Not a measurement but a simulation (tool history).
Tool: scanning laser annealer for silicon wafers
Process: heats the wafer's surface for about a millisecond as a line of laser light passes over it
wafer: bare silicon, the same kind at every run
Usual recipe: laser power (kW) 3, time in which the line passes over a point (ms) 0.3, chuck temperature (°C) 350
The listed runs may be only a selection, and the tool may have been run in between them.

run    hour  laser power (kW)  time in which the line passes over a point (ms)  chuck temperature (°C)  highest temperature of the surface (°C)
  1       0                 3                                              0.3                     350                                     1055
  2    58.7                 3                                              0.3                     350                                     1056
  3   116.5                 3                                              0.3                     350                                     1057
  4   177.1                 3                                              0.3                     350                                     1053
  5     219                 3                                            0.295                     350                                     1041
  6   265.9                 3                                              0.3                     350                                     1049
  7   327.2                 3                                            0.361                     350                                     1126
  8   399.7             3.199                                              0.3                     350                                     1098
  9   468.8                 3                                              0.3                     371                                     1066
 10   537.7                 3                                              0.3                     316                                     1008
 11   607.9                 3                                              0.3                     350                                     1038
 12     658                 3                                              0.3                     386                                     1077
 13   689.8             2.748                                              0.3                     350                                      978
 14   720.2             2.748                                              0.3                     350                                      982
 15   779.5                 3                                              0.3                     373                                     1060
      823.8  -- window over the wafer cleaned
 16   824.6                 3                                              0.3                     373                                     1075
 17   860.6                 3                                              0.3                     373                                     1072
 18   894.5                 3                                              0.3                     373                                     1073
 19   931.6                 3                                              0.3                     373                                     1070
      959.3  -- optics aligned, line set to its width
 20   968.1                 3                                              0.3                     373                                     1086
 21  1041.6                 3                                              0.3                     373                                     1085
 22    1101                 3                                              0.3                     373                                     1078
 23  1158.7                 3                                              0.3                     373                                     1078
 24  1200.7                 3                                            0.267                     325                                      989
 25  1260.3                 3                                            0.267                     325                                      986
 26  1291.3             2.951                                              0.3                     350                                     1045
 27  1358.5             2.569                                            0.341                     367                                     1009
 28  1429.2                 3                                            0.221                     330                                      926
 29  1495.7                 3                                            0.348                     380                                     1141
 30  1527.2             2.919                                            0.313                     354                                     1053
 31  1592.4                 3                                            0.231                     349                                      952
 32  1643.3                 3                                              0.3                     339                                     1036
 33  1714.5                 3                                              0.3                     339                                     1032
 34  1752.2             3.143                                              0.3                     387                                     1113
 35  1790.6             3.143                                              0.3                     387                                     1114
     1862.4  -- window over the wafer cleaned
 36    1866             3.143                                              0.3                     387                                     1121
 37  1914.4             3.143                                              0.3                     387                                     1119
 38  1964.9             3.143                                              0.3                     387                                     1118
 39  2020.8             3.137                                              0.3                     365                                     1096
     2056.3  -- optics aligned, line set to its width
 40  2073.3             2.776                                             0.29                     361                                     1007

Here are 3 independent what-if runs from the current tool condition. What would each one return?
  A  2133.6             3.116                                            0.218                     348                                        ?
  B  2133.6             3.045                                            0.213                     369                                        ?
  C  2133.6             2.629                                            0.259                     373                                        ?

run  highest temperature of the surface (°C)
  A                                      968
  B                                      969
  C                                      944
The same runs, with their run-to-run variation unchanged, on a tool lacking any hidden condition would have given:
run  highest temperature of the surface (°C)
  A                                      970
  B                                      971
  C                                      945

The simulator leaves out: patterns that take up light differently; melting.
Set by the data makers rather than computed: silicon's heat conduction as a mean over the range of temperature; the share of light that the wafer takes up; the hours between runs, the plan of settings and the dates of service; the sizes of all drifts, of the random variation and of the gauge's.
